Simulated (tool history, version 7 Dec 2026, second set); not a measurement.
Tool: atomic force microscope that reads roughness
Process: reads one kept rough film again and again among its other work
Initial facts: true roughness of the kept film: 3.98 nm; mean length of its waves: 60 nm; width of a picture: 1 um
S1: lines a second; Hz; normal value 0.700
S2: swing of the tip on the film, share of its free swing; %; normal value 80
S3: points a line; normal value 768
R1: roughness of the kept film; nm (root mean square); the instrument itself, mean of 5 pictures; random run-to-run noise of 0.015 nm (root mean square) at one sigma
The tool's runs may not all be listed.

run	hour	S1	S2	S3	R1
1	0.0	0.700	80	768	3.397
2	33.0	0.700	80	768	3.680
3	58.6	0.700	80	768	3.577
4	81.0	0.700	80	768	3.564
5	101.9	0.700	80	348	3.555
6	127.0	0.700	80	348	3.477
7	168.5	0.700	80	348	3.682
8	194.5	0.700	80	348	3.622
9	215.8	0.700	80	348	3.595
10	245.1	1.636	80	768	3.312
11	274.2	1.636	80	768	3.256
12	311.8	1.636	80	768	3.463
13	331.3	0.700	80	768	3.665
14	350.5	0.700	80	768	3.610
15	391.2	0.751	80	768	3.552
16	423.4	0.829	80	768	3.479
17	453.1	0.700	80	768	3.463
18	492.1	0.700	80	768	3.625
19	510.2	3.937	80	768	2.924
20	547.6	0.700	80	768	3.572
21	566.5	0.700	80	768	3.522
22	600.5	0.700	80	261	3.463
23	638.1	0.700	80	261	3.666
24	657.8	0.700	80	261	3.646
25	676.4	0.700	80	293	3.581
26	710.7	0.700	80	293	3.533
27	736.5	0.700	69	293	3.574
28	773.2	0.700	69	293	3.776
29	798.0	0.700	85	293	3.606
30	815.9	2.195	67	328	3.501
31	851.6	0.700	60	384	3.655
32	872.8	2.048	86	873	3.039
33	898.4	3.082	86	580	2.784
34	938.8	3.082	86	580	2.932
35	958.5	3.082	86	580	2.910
36	987.6	0.700	71	853	3.648
37	1012.4	1.023	69	361	3.550
38	1031.8	2.456	65	302	3.417
39	1061.0	1.941	64	802	3.713
40	1094.7	1.202	80	768	3.533
41	1130.4	1.622	66	768	3.603
42	1160.1	2.991	80	768	3.023
43	1182.1	2.991	80	768	3.019
44	1205.5	1.363	67	638	3.750
45	1226.6	1.363	67	638	3.709
46	1245.3	1.363	67	638	3.682
47	1272.6	2.637	55	733	3.656
48	1312.5	0.951	57	832	3.697
49	1348.7	0.951	57	832	3.592
50	1366.2	0.951	57	832	3.875
51	1391.8	0.700	80	441	3.696
52	1411.3	0.700	80	441	3.642
53	1436.1	1.925	70	361	3.482
54	1477.0	1.925	70	361	3.384

Not shown: 10 entries that the log had between the listed runs. Between which runs, and how does the tool's hidden state differ before and after?
Between runs 1 and 2: new tip fitted (hour 3.5)
  radius of the tip, nm: 25.8 -> 8.4; height scale over the true one, %: 0.73 -> 0.75
  the result without the hidden state subtracted from the measured one, R1: -0.274 -> -0.026 nm (root mean square)
Between runs 6 and 7: new tip fitted (hour 153.4)
  radius of the tip, nm: 19.8 -> 7.3; height scale over the true one, %: 0.82 -> 0.85
  the result without the hidden state subtracted from the measured one, R1: -0.189 -> -0.004 nm (root mean square)
Between runs 11 and 12: new tip fitted (hour 305.3)
  radius of the tip, nm: 20.1 -> 6.5; height scale over the true one, %: 0.92 -> 0.95
  the result without the hidden state subtracted from the measured one, R1: -0.180 -> +0.010 nm (root mean square)
Between runs 17 and 18: new tip fitted (hour 455.7)
  radius of the tip, nm: 23.4 -> 9.4; height scale over the true one, %: 1.04 -> 1.07
  the result without the hidden state subtracted from the measured one, R1: -0.234 -> -0.029 nm (root mean square)
Between runs 22 and 23: new tip fitted (hour 605.6)
  radius of the tip, nm: 22.3 -> 9.3; height scale over the true one, %: 1.15 -> 1.18
  the result without the hidden state subtracted from the measured one, R1: -0.214 -> -0.023 nm (root mean square)
Between runs 27 and 28: new tip fitted (hour 756.0)
  radius of the tip, nm: 21.6 -> 7.3; height scale over the true one, %: 1.24 -> 1.27
  the result without the hidden state subtracted from the measured one, R1: -0.207 -> +0.010 nm (root mean square)
Between runs 33 and 34: new tip fitted (hour 905.3)
  radius of the tip, nm: 22.8 -> 9.5; height scale over the true one, %: 1.35 -> 1.38
  the result without the hidden state subtracted from the measured one, R1: -0.171 -> -0.016 nm (root mean square)
Between runs 38 and 39: new tip fitted (hour 1056.6)
  radius of the tip, nm: 20.5 -> 5.7; height scale over the true one, %: 1.45 -> 1.47
  the result without the hidden state subtracted from the measured one, R1: -0.174 -> +0.043 nm (root mean square)
Between runs 43 and 44: new tip fitted (hour 1205.5)
  radius of the tip, nm: 20.7 -> 5.1; height scale over the true one, %: 1.55 -> 1.57
  the result without the hidden state subtracted from the measured one, R1: -0.153 -> +0.056 nm (root mean square)
Between runs 49 and 50: new tip fitted (hour 1356.7)
  radius of the tip, nm: 22.2 -> 6.2; height scale over the true one, %: 1.66 -> 1.67
  the result without the hidden state subtracted from the measured one, R1: -0.200 -> +0.044 nm (root mean square)
